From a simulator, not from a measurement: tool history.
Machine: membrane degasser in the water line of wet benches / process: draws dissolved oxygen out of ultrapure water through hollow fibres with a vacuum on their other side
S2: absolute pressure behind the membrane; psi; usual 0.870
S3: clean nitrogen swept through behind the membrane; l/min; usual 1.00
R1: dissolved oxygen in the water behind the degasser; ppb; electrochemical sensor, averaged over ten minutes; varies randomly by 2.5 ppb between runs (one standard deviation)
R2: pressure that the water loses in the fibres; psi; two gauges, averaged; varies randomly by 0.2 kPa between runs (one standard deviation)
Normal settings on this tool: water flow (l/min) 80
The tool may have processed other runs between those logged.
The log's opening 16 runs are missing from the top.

{"run": 17, "hour": 582.0, "water flow (l/min)": 106, "S2": 0.87, "S3": 0.96, "R1": 489.8, "R2": 10.46}
{"run": 18, "hour": 628.1, "water flow (l/min)": 106, "S2": 0.87, "S3": 0.96, "R1": 492.8, "R2": 10.47}
{"run": 19, "hour": 681.0, "water flow (l/min)": 80, "S2": 1.751, "S3": 1.0, "R1": 1095.6, "R2": 7.864}
{"hour": 684.0, "done": "vacuum gauge calibrated"}
{"run": 20, "hour": 733.8, "water flow (l/min)": 80, "S2": 2.012, "S3": 2.45, "R1": 700.9, "R2": 7.965}
{"run": 21, "hour": 768.8, "water flow (l/min)": 64, "S2": 2.039, "S3": 0.92, "R1": 1201.6, "R2": 6.331}
{"run": 22, "hour": 816.1, "water flow (l/min)": 110, "S2": 0.87, "S3": 1.28, "R1": 444.2, "R2": 10.882}
{"run": 23, "hour": 867.5, "water flow (l/min)": 115, "S2": 0.689, "S3": 0.87, "R1": 346.5, "R2": 11.417}
{"run": 24, "hour": 909.2, "water flow (l/min)": 92, "S2": 1.163, "S3": 0.87, "R1": 766.0, "R2": 9.114}
{"hour": 925.8, "done": "vacuum gauge calibrated, once more"}
{"run": 25, "hour": 944.3, "water flow (l/min)": 70, "S2": 1.957, "S3": 0.87, "R1": 1240.7, "R2": 6.946}
{"run": 26, "hour": 988.2, "water flow (l/min)": 84, "S2": 1.03, "S3": 1.63, "R1": 393.5, "R2": 8.305}
{"run": 27, "hour": 1040.4, "water flow (l/min)": 123, "S2": 0.715, "S3": 0.75, "R1": 391.9, "R2": 12.225}
{"run": 28, "hour": 1080.9, "water flow (l/min)": 123, "S2": 0.715, "S3": 0.75, "R1": 392.5, "R2": 12.193}
{"run": 29, "hour": 1109.8, "water flow (l/min)": 49, "S2": 0.896, "S3": 2.26, "R1": 146.2, "R2": 4.825}
{"run": 30, "hour": 1144.0, "water flow (l/min)": 97, "S2": 0.775, "S3": 1.3, "R1": 301.9, "R2": 9.652}

Predict each of these 4 candidate next runs independently; none follows another, all start after run 30:
{"run": "A", "hour": 1169.9, "water flow (l/min)": 64, "S2": 0.87, "S3": 1.0, "R1": "?", "R2": "?"}
{"run": "B", "hour": 1169.9, "water flow (l/min)": 80, "S2": 1.822, "S3": 2.98, "R1": "?", "R2": "?"}
{"run": "C", "hour": 1169.9, "water flow (l/min)": 77, "S2": 1.832, "S3": 0.76, "R1": "?", "R2": "?"}
{"run": "D", "hour": 1169.9, "water flow (l/min)": 80, "S2": 1.243, "S3": 0.73, "R1": "?", "R2": "?"}

run=A R1=322.0 R2=6.306
run=B R1=532.5 R2=7.942
run=C R1=1308.9 R2=7.635
run=D R1=832.4 R2=7.974
Had the tool no hidden state, the same runs would have come out as:
run=A R1=326.0 R2=6.245
run=B R1=532.3 R2=7.865
run=C R1=1317.5 R2=7.559
run=D R1=840.3 R2=7.896
